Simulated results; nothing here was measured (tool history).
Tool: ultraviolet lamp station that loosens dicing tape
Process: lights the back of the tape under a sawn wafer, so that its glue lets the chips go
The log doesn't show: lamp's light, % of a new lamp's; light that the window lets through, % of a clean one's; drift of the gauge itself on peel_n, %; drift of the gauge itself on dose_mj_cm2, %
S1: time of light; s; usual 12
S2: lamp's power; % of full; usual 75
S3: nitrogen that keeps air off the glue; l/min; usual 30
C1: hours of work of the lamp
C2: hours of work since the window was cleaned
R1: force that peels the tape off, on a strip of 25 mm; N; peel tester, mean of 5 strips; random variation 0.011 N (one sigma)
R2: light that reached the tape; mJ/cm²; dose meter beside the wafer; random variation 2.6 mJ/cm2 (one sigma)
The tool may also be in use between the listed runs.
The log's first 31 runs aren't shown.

run 32 hour=1816.6 | S1=22 S2=67 S3=13 | C1=920 C2=570 | R1=0.867 R2=331
-- hour=1853.4 window cleaned of glue's vapour
run 33 hour=1855.2 | S1=22 S2=67 S3=13 | C1=950 C2=1 | R1=0.775 R2=358
run 34 hour=1890.2 | S1=17 S2=98 S3=32 | C1=977 C2=29 | R1=0.331 R2=397
run 35 hour=1924.7 | S1=8 S2=77 S3=16 | C1=1004 C2=56 | R1=1.969 R2=143
run 36 hour=1958.8 | S1=8 S2=63 S3=15 | C1=1031 C2=82 | R1=2.323 R2=115
-- hour=1972.8 lamp changed
run 37 hour=2035.2 | S1=12 S2=64 S3=21 | C1=49 C2=141 | R1=0.837 R2=283
run 38 hour=2091.5 | S1=16 S2=81 S3=17 | C1=93 C2=185 | R1=0.388 R2=462
run 39 hour=2159.6 | S1=16 S2=81 S3=17 | C1=146 C2=238 | R1=0.412 R2=459
run 40 hour=2224.7 | S1=12 S2=95 S3=14 | C1=197 C2=289 | R1=0.643 R2=387

Forecast run 41:
run 41 hour=2287.5 | S1=6 S2=91 S3=15 | C1=246 C2=338 | R1=? R2=?

R1: 1.663 N
R2: 177 mJ/cm²
Without the tool's hidden state the same run would have given R1 1.422 N, R2 208 mJ/cm².
